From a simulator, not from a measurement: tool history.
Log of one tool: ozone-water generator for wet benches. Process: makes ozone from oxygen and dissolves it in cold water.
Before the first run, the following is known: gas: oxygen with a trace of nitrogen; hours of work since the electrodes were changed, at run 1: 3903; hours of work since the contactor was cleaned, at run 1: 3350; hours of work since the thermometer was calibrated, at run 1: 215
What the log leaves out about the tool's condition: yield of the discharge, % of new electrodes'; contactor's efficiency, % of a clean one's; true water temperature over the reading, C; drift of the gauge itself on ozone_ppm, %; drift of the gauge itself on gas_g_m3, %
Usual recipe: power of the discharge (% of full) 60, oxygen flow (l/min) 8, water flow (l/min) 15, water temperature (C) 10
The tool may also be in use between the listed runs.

run    hour  power of the discharge (% of full)  oxygen flow (l/min)  water flow (l/min)  water temperature (C)  hours of work since the electrodes were changed  hours of work since the contactor was cleaned  hours of work since the thermometer was calibrated  dissolved ozone (ppm)  ozone in the gas ahead of the water (g/m3)
  1       0                                  60                    8                  15                     10                                             3903                                           3350                                                 215                   43.1                                       222.2
      170.9  -- contactor cleaned
  2   183.7                                  60                    8                  15                     10                                             4029                                              9                                                 341                   42.6                                       220.3
  3   375.5                                  45                    8                  15                     10                                             4163                                            143                                                 476                   33.5                                       170.8
  4   526.4                                  45                    8                  17                     10                                             4269                                            249                                                 581                   30.4                                       171.7
  5   676.1                                  43                    8                  15                     10                                             4374                                            354                                                 686                   31.6                                       164.7
  6   795.8                                  43                    8                  15                     10                                             4458                                            438                                                 770                     32                                       165.2
  7   901.3                                  60                    8                  15                     18                                             4532                                            512                                                 844                     37                                       220.7
  8  1018.3                                  60                 7.15                  15                     10                                             4614                                            594                                                 927                   43.4                                       234.9
  9  1207.1                                  60                 7.15                  15                     10                                             4747                                            727                                                1059                   43.2                                         237
 10  1337.4                                  60                 7.15                  15                     10                                             4838                                            818                                                1150                   44.1                                       238.3
 11  1474.9                                  60                 7.15                  15                     10                                             4934                                            915                                                1247                   43.7                                       237.6
 12  1602.9                                  60                    8                  15                     10                                             5024                                           1004                                                1337                   42.6                                       220.9
 13    1768                                  60                    8                  15                     10                                             5140                                           1120                                                1452                   43.1                                       223.3
 14  1899.5                                  60                    8                  15                     10                                             5232                                           1213                                                1545                   42.7                                       220.8
 15  2049.4                                  60                    8                  15                     10                                             5338                                           1318                                                1650                   42.9                                       220.4
 16  2233.8                                  60                    8                  15                     10                                             5467                                           1447                                                1779                   42.7                                       220.3
 17  2384.3                                  67                    8                  22                      7                                             5572                                           1553                                                1885                   36.2                                       245.7
 18  2503.7                                  67                 9.43                  22                      7                                             5656                                           1636                                                1969                   36.3                                       222.1
 19  2627.3                                  77                 4.37                  18                     12                                             5743                                           1723                                                2055                   47.3                                       400.8
 20  2806.3                                  48                12.19                  19                      6                                             5868                                           1849                                                2181                   29.5                                       140.2
 21  2976.8                                  60                 5.07                  11                     10                                             5988                                           1968                                                2300                   57.3                                       293.2
 22  3079.8                                  60                 5.07                  20                     10                                             6060                                           2041                                                2373                     35                                         295
 23  3221.5                                  60                 5.07                  19                      5                                             6160                                           2140                                                2472                     39                                       293.7
 24  3300.3                                  60                 5.07                  19                      5                                             6215                                           2195                                                2527                   39.1                                       293.5
 25  3473.2                                  77                14.07                  14                     11                                             6336                                           2317                                                2649                   47.3                                       194.2
 26  3637.1                                  93                    8                  15                     17                                             6451                                           2432                                                2764                   55.3                                       324.6
       3795  -- electrodes of the discharge changed
 27  3827.3                                  93                    8                  15                     17                                               23                                           2561                                                2893                   55.1                                       327.9
 28    3971                                  93                    8                  15                     17                                              123                                           2662                                                2994                   55.7                                         327
 29    4119                                  93                    8                  15                     17                                              227                                           2765                                                3098                   55.4                                       329.8
 30  4303.6                                  51                    8                  14                     10                                              357                                           2895                                                3227                     39                                       191.9
 31    4446                                  60                    8                  17                     10                                              457                                           2995                                                3327                     39                                       225.2
     4561.8  -- water thermometer calibrated
 32  4598.5                                  60                 4.64                  15                      9                                              563                                           3101                                                  26                   46.7                                       312.1

Below are 5 alternative next runs, each starting from the tool's condition after run 32. Predict each:
  A  4778                                  60                    8                  18                      7                                              689                                           3227                                                 152                      ?                                           ?
  B  4778                                  61                    8                  11                     10                                              689                                           3227                                                 152                      ?                                           ?
  C  4778                                  60                 4.64                  15                      9                                              689                                           3227                                                 152                      ?                                           ?
  D  4778                                  78                    8                  15                     10                                              689                                           3227                                                 152                      ?                                           ?
  E  4778                                  76                10.36                  15                      6                                              689                                           3227                                                 152                      ?                                           ?

run  dissolved ozone (ppm)  ozone in the gas ahead of the water (g/m3)
  A                   39.6                                       222.6
  B                   52.8                                       223.7
  C                   46.3                                       310.8
  D                   53.5                                       280.3
  E                   53.8                                       232.7
Take away the tool's hidden state, keep each run's random variation, and the runs would have read:
run  dissolved ozone (ppm)  ozone in the gas ahead of the water (g/m3)
  A                   39.6                                       222.6
  B                   52.8                                       223.8
  C                   46.3                                       310.8
  D                   53.5                                       280.3
  E                   53.8                                       232.8
